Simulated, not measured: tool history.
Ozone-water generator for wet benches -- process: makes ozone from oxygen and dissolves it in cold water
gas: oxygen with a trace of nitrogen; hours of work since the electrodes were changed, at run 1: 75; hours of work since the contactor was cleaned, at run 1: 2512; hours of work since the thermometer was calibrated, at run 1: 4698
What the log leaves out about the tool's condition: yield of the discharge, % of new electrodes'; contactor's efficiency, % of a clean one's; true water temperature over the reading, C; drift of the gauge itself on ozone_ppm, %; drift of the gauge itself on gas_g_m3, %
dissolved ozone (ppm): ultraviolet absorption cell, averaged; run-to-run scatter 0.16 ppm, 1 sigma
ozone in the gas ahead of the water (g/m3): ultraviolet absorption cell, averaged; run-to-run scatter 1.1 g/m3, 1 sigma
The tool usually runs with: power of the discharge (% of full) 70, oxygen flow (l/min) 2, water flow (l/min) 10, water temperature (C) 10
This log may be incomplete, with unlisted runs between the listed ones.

run	hour	power of the discharge (% of full)	oxygen flow (l/min)	water flow (l/min)	water temperature (C)	hours of work since the electrodes were changed	hours of work since the contactor was cleaned	hours of work since the thermometer was calibrated	dissolved ozone (ppm)	ozone in the gas ahead of the water (g/m3)
1	0	70	2	10	10	75	2512	4698	20.8	204.4
2	39.5	70	2	10	10	113	2551	4736	20.6	206.1
3	86.5	70	2	10	10	159	2596	4782	21.2	203.7
4	142	70	2	10	10	213	2650	4836	21	204.7
5	180.7	70	2	10	10	250	2688	4873	20.7	205.4
6	215.9	70	2	13	10	285	2722	4908	15.6	205.2
7	279.1	70	2	13	10	346	2784	4969	15.6	203.6
8	321.9	70	2	13	10	388	2825	5011	15.5	203.7
# hour 355.4: water thermometer calibrated
9	377	70	2	13	10	441	2878	21	15.6	202.4
10	435.8	70	2	13	10	498	2936	78	15.5	205.6
11	490.9	70	2	10	10	552	2989	132	20.6	203.7
12	541.2	70	2	7	10	601	3038	181	28.8	202.1
13	582.8	70	2	10	16	641	3079	221	19.1	204.3
14	609.5	70	2	10	16	667	3105	247	19.2	202.9
15	643.1	45	2	10	10	700	3137	280	15.9	154.5
16	706.7	45	2	13	10	762	3199	342	11.8	155.3
17	761.9	70	2	10	7	815	3253	395	20.8	202
18	800.7	90	3.3	7	13	853	3291	433	33	184.6
19	849	70	1.32	8	10	900	3338	480	23.2	242.4
20	906.9	62	1.23	7	15	956	3394	536	23	233.9
21	966.7	54	2	6	10	1015	3452	595	27.9	172.2
22	1019.5	54	1.29	6	8	1066	3504	646	26.6	207.8
23	1068.8	54	1.29	15	8	1114	3551	694	9.5	208.8
24	1118.3	49	3.31	16	11	1162	3600	742	10.9	128.4
# hour 1128.3: contactor cleaned
25	1154.8	45	2	9	7	1194	26	774	18.5	154.9
26	1192.9	41	2.49	9	7	1231	63	811	18.3	133.1
27	1239.6	41	2.49	9	7	1276	108	856	18.6	133.3
28	1277.5	70	2.56	10	10	1313	145	893	22.1	177.5
29	1335.1	70	2.56	10	10	1369	201	949	21.9	178.5
30	1394.8	70	2.56	10	10	1427	259	1007	21.9	176.2
31	1451.3	42	3.01	10	10	1482	314	1062	16.9	123.1
32	1513	52	2	10	17	1542	374	1122	16.2	165.9

Consider 3 possible next runs. They are alternatives, not a sequence: every one starts from the tool as it was left by run 32. What does each give?
A	1564	71	2	6	17	1592	424	1172	?	?
B	1564	52	1.63	13	11	1592	424	1172	?	?
C	1564	88	3.59	8	17	1592	424	1172	?	?

run	dissolved ozone (ppm)	ozone in the gas ahead of the water (g/m3)
A	29.3	199
B	12.2	180.6
C	27.2	171.1
With the hidden condition removed and each run's random variation left untouched, the same runs would have given:
run	dissolved ozone (ppm)	ozone in the gas ahead of the water (g/m3)
A	30.8	207.7
B	12.7	187
C	28.7	179.5
